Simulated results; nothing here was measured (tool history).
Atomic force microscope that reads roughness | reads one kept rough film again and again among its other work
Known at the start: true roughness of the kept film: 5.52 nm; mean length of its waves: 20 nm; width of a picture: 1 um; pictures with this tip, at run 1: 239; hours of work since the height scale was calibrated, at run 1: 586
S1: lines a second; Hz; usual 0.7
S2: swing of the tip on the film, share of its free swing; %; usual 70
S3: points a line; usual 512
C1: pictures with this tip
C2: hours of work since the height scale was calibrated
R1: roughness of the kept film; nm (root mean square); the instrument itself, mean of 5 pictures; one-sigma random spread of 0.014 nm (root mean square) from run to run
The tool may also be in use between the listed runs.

Run 1, hour 0: usual settings; C1 239; C2 586. Result: R1 2.071 nm (root mean square).
Run 2, hour 20.3: usual settings; C1 267; C2 601. Result: R1 1.945 nm (root mean square).
Run 3, hour 37.6: usual settings; C1 291; C2 614. Result: R1 1.865 nm (root mean square).
Run 4, hour 59: usual settings; C1 322; C2 631. Result: R1 1.788 nm (root mean square).
Run 5, hour 86.9: usual settings; C1 361; C2 652. Result: R1 1.669 nm (root mean square).
At hour 104.2: new tip fitted.
Run 6, hour 104.2: usual settings; C1 0; C2 664. Result: R1 3.444 nm (root mean square).
Run 7, hour 124.9: usual settings; C1 29; C2 680. Result: R1 3.186 nm (root mean square).
Run 8, hour 143.1: usual settings; C1 55; C2 694. Result: R1 2.993 nm (root mean square).
Run 9, hour 167.4: usual settings; C1 89; C2 712. Result: R1 2.747 nm (root mean square).
Run 10, hour 182.8: usual settings; C1 111; C2 723. Result: R1 2.617 nm (root mean square).
Run 11, hour 201.3: usual settings but S2 66 %; C1 137; C2 737. Result: R1 2.508 nm (root mean square).
Run 12, hour 219.2: usual settings but S2 66 %; C1 162; C2 751. Result: R1 2.373 nm (root mean square).
Run 13, hour 247.6: usual settings but S1 1.117 Hz, S2 66 %; C1 202; C2 772. Result: R1 2.167 nm (root mean square).
Run 14, hour 261.6: usual settings; C1 222; C2 783. Result: R1 2.093 nm (root mean square).
Run 15, hour 284: usual settings; C1 253; C2 800. Result: R1 2.015 nm (root mean square).
Run 16, hour 298.2: usual settings but S2 68 %, S3 428; C1 273; C2 810. Result: R1 1.911 nm (root mean square).
Run 17, hour 327.8: usual settings but S2 68 %, S3 428; C1 315; C2 833. Result: R1 1.802 nm (root mean square).
Run 18, hour 358.6: usual settings but S2 68 %, S3 428; C1 358; C2 856. Result: R1 1.692 nm (root mean square).
At hour 377.9: new tip fitted.
Run 19, hour 378: usual settings but S1 1.019 Hz, S2 89 %, S3 439; C1 1; C2 870. Result: R1 3.14 nm (root mean square).
Run 20, hour 401.2: usual settings but S1 1.019 Hz, S2 89 %, S3 439; C1 33; C2 888. Result: R1 2.846 nm (root mean square).
Run 21, hour 427: usual settings but S1 1.019 Hz, S2 89 %, S3 439; C1 69; C2 907. Result: R1 2.626 nm (root mean square).
Run 22, hour 452.5: usual settings but S1 1.165 Hz, S2 58 %, S3 370; C1 105; C2 926. Result: R1 2.59 nm (root mean square).
Run 23, hour 476.1: usual settings but S1 1.165 Hz, S2 58 %, S3 370; C1 138; C2 944. Result: R1 2.433 nm (root mean square).
Run 24, hour 490.4: usual settings but S1 1.165 Hz, S2 58 %, S3 370; C1 158; C2 955. Result: R1 2.325 nm (root mean square).
Run 25, hour 502.9: usual settings but S1 1.075 Hz, S2 78 %, S3 370; C1 176; C2 964. Result: R1 2.134 nm (root mean square).
Run 26, hour 526.4: usual settings but S1 0.669 Hz, S2 90 %, S3 947; C1 209; C2 982. Result: R1 2.024 nm (root mean square).
Run 27, hour 550.5: usual settings but S1 2.582 Hz, S2 65 %, S3 418; C1 243; C2 1000. Result: R1 1.892 nm (root mean square).
Run 28, hour 566.2: usual settings but S1 2.582 Hz, S2 77 %, S3 1012; C1 265; C2 1012. Result: R1 1.722 nm (root mean square).
Run 29, hour 587.1: usual settings but S2 62 %; C1 294; C2 1028. Result: R1 1.841 nm (root mean square).

3 options for the next run, each taken on its own from the tool as it stands now. Forecast them:
Run A, hour 605.3: usual settings but S1 3.036 Hz; C1 320; C2 1042. Result: R1 ?.
Run B, hour 605.3: usual settings but S1 1.594 Hz; C1 320; C2 1042. Result: R1 ?.
Run C, hour 605.3: usual settings but S1 1.871 Hz, S2 65 %, S3 673; C1 320; C2 1042. Result: R1 ?.

run     R1
  A  1.611
  B  1.706
  C  1.721
The same runs, with their run-to-run variation unchanged, on a tool lacking any hidden condition would have given:
run     R1
  A  3.157
  B  3.344
  C  3.374
